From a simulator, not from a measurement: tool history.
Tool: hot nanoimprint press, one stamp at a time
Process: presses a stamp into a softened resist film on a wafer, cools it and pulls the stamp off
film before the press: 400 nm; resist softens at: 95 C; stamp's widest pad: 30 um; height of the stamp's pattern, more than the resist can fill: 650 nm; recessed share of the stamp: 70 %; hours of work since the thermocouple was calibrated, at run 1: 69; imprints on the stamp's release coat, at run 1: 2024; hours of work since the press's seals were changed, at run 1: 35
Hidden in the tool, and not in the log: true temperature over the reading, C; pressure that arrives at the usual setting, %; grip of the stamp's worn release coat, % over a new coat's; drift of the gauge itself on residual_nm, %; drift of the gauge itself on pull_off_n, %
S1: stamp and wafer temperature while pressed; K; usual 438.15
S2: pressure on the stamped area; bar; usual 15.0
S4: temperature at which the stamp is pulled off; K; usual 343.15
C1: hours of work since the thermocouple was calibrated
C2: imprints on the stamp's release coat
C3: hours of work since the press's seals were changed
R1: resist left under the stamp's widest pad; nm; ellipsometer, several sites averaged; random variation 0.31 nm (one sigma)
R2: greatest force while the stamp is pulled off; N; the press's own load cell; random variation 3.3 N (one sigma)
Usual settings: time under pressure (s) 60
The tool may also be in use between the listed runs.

run 1 hour=0.0 | S1=438.15 S2=15.0 time_under_pressure_(s)=60 S4=343.15 | C1=69 C2=2024 C3=35 | R1=217.1 R2=220
-- hour=19.2 stamp cleaned and given a new release coat
run 2 hour=31.5 | S1=441.15 S2=15.0 time_under_pressure_(s)=60 S4=343.15 | C1=86 C2=63 C3=52 | R1=201.9 R2=158
run 3 hour=54.7 | S1=441.15 S2=15.0 time_under_pressure_(s)=60 S4=343.15 | C1=101 C2=184 C3=67 | R1=201.7 R2=169
run 4 hour=79.8 | S1=441.15 S2=15.0 time_under_pressure_(s)=60 S4=343.15 | C1=117 C2=314 C3=83 | R1=202.2 R2=176
run 5 hour=100.2 | S1=438.15 S2=15.0 time_under_pressure_(s)=60 S4=336.15 | C1=131 C2=420 C3=96 | R1=217.8 R2=196
run 6 hour=117.2 | S1=438.15 S2=15.0 time_under_pressure_(s)=60 S4=336.15 | C1=142 C2=508 C3=107 | R1=218.4 R2=209
run 7 hour=134.3 | S1=448.15 S2=15.0 time_under_pressure_(s)=60 S4=336.15 | C1=153 C2=597 C3=119 | R1=169.4 R2=202
run 8 hour=149.1 | S1=448.15 S2=15.0 time_under_pressure_(s)=89 S4=336.15 | C1=162 C2=674 C3=128 | R1=143.6 R2=210
run 9 hour=178.9 | S1=448.15 S2=15.0 time_under_pressure_(s)=89 S4=336.15 | C1=182 C2=828 C3=148 | R1=144.0 R2=219
run 10 hour=195.5 | S1=438.15 S2=15.0 time_under_pressure_(s)=60 S4=343.15 | C1=193 C2=914 C3=159 | R1=218.8 R2=189
run 11 hour=218.6 | S1=438.15 S2=15.0 time_under_pressure_(s)=60 S4=343.15 | C1=208 C2=1034 C3=174 | R1=219.2 R2=189
run 12 hour=236.5 | S1=438.15 S2=15.0 time_under_pressure_(s)=60 S4=343.15 | C1=220 C2=1128 C3=185 | R1=219.4 R2=192
run 13 hour=262.1 | S1=438.15 S2=15.0 time_under_pressure_(s)=43 S4=343.15 | C1=236 C2=1260 C3=202 | R1=245.1 R2=198
run 14 hour=277.3 | S1=438.15 S2=15.0 time_under_pressure_(s)=60 S4=343.15 | C1=246 C2=1339 C3=212 | R1=219.9 R2=206
run 15 hour=309.1 | S1=438.15 S2=15.0 time_under_pressure_(s)=60 S4=343.15 | C1=267 C2=1504 C3=233 | R1=220.1 R2=206
run 16 hour=330.4 | S1=438.15 S2=11.9 time_under_pressure_(s)=60 S4=343.15 | C1=281 C2=1615 C3=247 | R1=237.8 R2=206
run 17 hour=344.3 | S1=438.15 S2=11.0 time_under_pressure_(s)=60 S4=343.15 | C1=290 C2=1687 C3=256 | R1=244.3 R2=205
run 18 hour=375.7 | S1=438.15 S2=11.0 time_under_pressure_(s)=53 S4=337.15 | C1=310 C2=1850 C3=276 | R1=253.7 R2=252
run 19 hour=403.7 | S1=438.15 S2=11.0 time_under_pressure_(s)=53 S4=337.15 | C1=329 C2=1995 C3=294 | R1=254.5 R2=257
run 20 hour=418.0 | S1=438.15 S2=11.0 time_under_pressure_(s)=53 S4=337.15 | C1=338 C2=2069 C3=304 | R1=254.7 R2=254
-- hour=428.8 stamp cleaned and given a new release coat
run 21 hour=438.6 | S1=438.15 S2=15.0 time_under_pressure_(s)=84 S4=343.15 | C1=347 C2=51 C3=313 | R1=195.7 R2=164
run 22 hour=459.3 | S1=438.15 S2=15.0 time_under_pressure_(s)=84 S4=343.15 | C1=361 C2=159 C3=327 | R1=196.1 R2=160
run 23 hour=480.8 | S1=435.15 S2=15.0 time_under_pressure_(s)=49 S4=343.15 | C1=375 C2=270 C3=341 | R1=254.0 R2=172
run 24 hour=495.2 | S1=438.15 S2=15.0 time_under_pressure_(s)=60 S4=340.15 | C1=384 C2=345 C3=350 | R1=221.0 R2=183
run 25 hour=522.7 | S1=427.15 S2=17.9 time_under_pressure_(s)=66 S4=343.15 | C1=402 C2=488 C3=368 | R1=267.9 R2=172
run 26 hour=540.3 | S1=427.15 S2=17.9 time_under_pressure_(s)=66 S4=343.15 | C1=414 C2=579 C3=379 | R1=267.9 R2=180
run 27 hour=554.9 | S1=446.15 S2=19.8 time_under_pressure_(s)=94 S4=348.15 | C1=423 C2=655 C3=389 | R1=133.5 R2=160
run 28 hour=581.6 | S1=438.15 S2=22.8 time_under_pressure_(s)=60 S4=343.15 | C1=441 C2=793 C3=406 | R1=190.8 R2=190
run 29 hour=596.7 | S1=438.15 S2=16.7 time_under_pressure_(s)=60 S4=333.15 | C1=451 C2=872 C3=416 | R1=214.5 R2=231

Forecast each of these 3 alternatives for the next run:
run A hour=618.9 | S1=443.15 S2=9.9 time_under_pressure_(s)=60 S4=329.15 | C1=465 C2=987 C3=431 | R1=? R2=?
run B hour=618.9 | S1=438.15 S2=15.0 time_under_pressure_(s)=60 S4=333.15 | C1=465 C2=987 C3=431 | R1=? R2=?
run C hour=618.9 | S1=438.15 S2=15.0 time_under_pressure_(s)=109 S4=343.15 | C1=465 C2=987 C3=431 | R1=? R2=?

run=A R1=227.9 R2=249
run=B R1=222.4 R2=242
run=C R1=177.9 R2=192
Without the tool's hidden state the same runs would have given:
run=A R1=223.7 R2=207
run=B R1=217.2 R2=201
run=C R1=173.1 R2=159
